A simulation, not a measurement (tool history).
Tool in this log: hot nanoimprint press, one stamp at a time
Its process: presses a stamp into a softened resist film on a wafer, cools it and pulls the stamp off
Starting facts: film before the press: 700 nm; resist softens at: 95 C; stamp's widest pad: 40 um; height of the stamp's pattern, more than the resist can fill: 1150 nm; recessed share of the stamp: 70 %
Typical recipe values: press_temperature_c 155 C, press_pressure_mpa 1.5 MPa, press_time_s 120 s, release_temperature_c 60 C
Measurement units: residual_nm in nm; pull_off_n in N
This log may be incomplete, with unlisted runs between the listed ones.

run   hour  press_temperature_c  press_pressure_mpa  press_time_s  release_temperature_c  residual_nm  pull_off_n
  1      0                  155                 1.5           120                     60        419.9         206
  2    7.4                  152                 1.5           120                     60        461.1         209
  3   14.8                  155                 1.5           120                     60        416.1         208
  4     26                  155                 1.5           120                     60        420.7         211
  5   40.4                  153                 1.5           120                     60        446.5         204
  6   55.2                  153                 1.5           120                     60        445.1         207
  7   62.3                  155                 1.5           120                     61        420.2         195
  8   73.6                  155                 1.5           120                     61        417.2         201
      89.2  -- stamp cleaned and given a new release coat
  9   90.5                  155                 1.5           120                     61        415.9         201
 10  103.3                  155                 1.5            72                     60        480.8         203
 11  117.3                  155                 1.5           120                     60        415.7         202
 12  126.9                  155                 1.5           120                     61        419.1         191
 13  133.7                  155                 1.5            71                     60        482.6         202

Predict the results of run 14:
 14  143.1                  155                 1.5            71                     60            ?           ?

{"run 14": {"residual_nm": 479.4, "pull_off_n": 203}}
Were there no unlogged condition in the tool, this run, its random variation unchanged, would have produced residual_nm 482.7 nm, pull_off_n 203 N.
